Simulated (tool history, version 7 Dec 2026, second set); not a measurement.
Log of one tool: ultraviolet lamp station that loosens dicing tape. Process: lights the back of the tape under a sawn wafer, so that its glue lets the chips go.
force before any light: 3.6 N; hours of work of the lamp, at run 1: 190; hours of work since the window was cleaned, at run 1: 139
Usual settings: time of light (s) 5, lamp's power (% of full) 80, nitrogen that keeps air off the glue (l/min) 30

run,hour,time of light (s),lamp's power (% of full),nitrogen that keeps air off the glue (l/min),hours of work of the lamp,hours of work since the window was cleaned,force that peels the tape off (N),light that reached the tape (mJ/cm2)
1,0.0,5,80,30,190,139,0.168,255
2,52.9,5,80,30,220,169,0.178,249
3,102.4,5,80,30,247,196,0.191,246
# hour 176.6: window cleaned of glue's vapour
4,183.5,8,80,30,292,4,0.109,399
5,256.0,8,80,30,333,44,0.114,388
6,330.9,5,80,30,374,86,0.188,233
7,387.2,5,80,30,406,118,0.209,225
8,454.1,5,80,30,443,155,0.222,218
9,496.3,5,80,30,467,178,0.225,215
10,553.7,5,80,48,499,210,0.172,207
# hour 599.9: window cleaned of glue's vapour
11,623.0,5,75,48,537,13,0.194,203
12,669.1,5,63,58,563,39,0.233,162
13,741.3,5,73,10,603,79,0.713,183
14,795.2,3,69,30,633,109,0.832,102
15,878.4,5,93,30,679,155,0.237,220

5 ways to go on from here, each from the tool as it stands after run 15. What would each give?
A,960.1,5,60,30,725,201,?,?
B,960.1,4,80,25,725,201,?,?
C,960.1,7,87,36,725,201,?,?
D,960.1,5,93,55,725,201,?,?
E,960.1,7,80,30,725,201,?,?

run,force that peels the tape off (N),light that reached the tape (mJ/cm2)
A,0.560,132
B,0.574,142
C,0.150,274
D,0.174,206
E,0.172,250
Without the tool's hidden state the same runs would have given:
run,force that peels the tape off (N),light that reached the tape (mJ/cm2)
A,0.228,220
B,0.231,236
C,0.112,454
D,0.113,343
E,0.102,415
